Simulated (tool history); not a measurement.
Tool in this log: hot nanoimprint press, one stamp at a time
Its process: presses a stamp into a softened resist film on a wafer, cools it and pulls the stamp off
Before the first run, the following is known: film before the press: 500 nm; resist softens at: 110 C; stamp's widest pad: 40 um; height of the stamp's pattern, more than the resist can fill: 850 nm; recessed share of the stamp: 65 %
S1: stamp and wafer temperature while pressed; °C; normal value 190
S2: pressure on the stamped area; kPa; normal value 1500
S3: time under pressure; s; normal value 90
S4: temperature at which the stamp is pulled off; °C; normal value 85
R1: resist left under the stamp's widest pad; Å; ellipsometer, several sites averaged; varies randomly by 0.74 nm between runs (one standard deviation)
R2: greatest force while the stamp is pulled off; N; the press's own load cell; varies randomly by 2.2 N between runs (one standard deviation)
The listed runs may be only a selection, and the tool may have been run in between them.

| run | day | S1 | S2 | S3 | S4 | R1 | R2 |
|---|---|---|---|---|---|---|---|
| 1 | 0.000 | 190 | 1500 | 90 | 85 | 2902 | 210 |
| 2 | 0.642 | 190 | 1500 | 90 | 85 | 2901 | 200 |
| 3 | 1.342 | 190 | 1500 | 57 | 85 | 3285 | 209 |
| 4 | 2.292 | 190 | 1500 | 57 | 85 | 3279 | 207 |
| 5 | 3.167 | 190 | 1500 | 90 | 85 | 2924 | 204 |
| 6 | 3.633 | 190 | 1500 | 122 | 85 | 2652 | 210 |
| 7 | 4.158 | 190 | 1500 | 122 | 85 | 2659 | 206 |
| 8 | 4.588 | 190 | 1500 | 122 | 85 | 2668 | 208 |
| 9 | 5.425 | 190 | 1500 | 122 | 85 | 2656 | 203 |
| 10 | 6.008 | 190 | 1660 | 90 | 85 | 2767 | 205 |
|  | 6.304 | stamp cleaned and given a new release coat |
| 11 | 6.796 | 190 | 1660 | 90 | 85 | 2767 | 205 |
| 12 | 7.629 | 190 | 1500 | 93 | 85 | 2890 | 207 |
| 13 | 8.592 | 190 | 1500 | 93 | 85 | 2874 | 201 |
| 14 | 9.229 | 190 | 1500 | 93 | 85 | 2886 | 203 |
| 15 | 10.117 | 190 | 1500 | 80 | 85 | 3001 | 204 |
| 16 | 10.650 | 190 | 1500 | 80 | 85 | 3005 | 206 |
| 17 | 11.454 | 188 | 1500 | 90 | 89 | 3039 | 183 |

Estimate the outcome of run 18 from the log above:
| 18 | 12.408 | 190 | 1500 | 103 | 84 | ? | ? |

{"run 18": {"R1": 2798, "R2": 210}}
With the hidden condition absent and the run-to-run variation left alone, this run would have shown R1 2794 Å, R2 209 N.
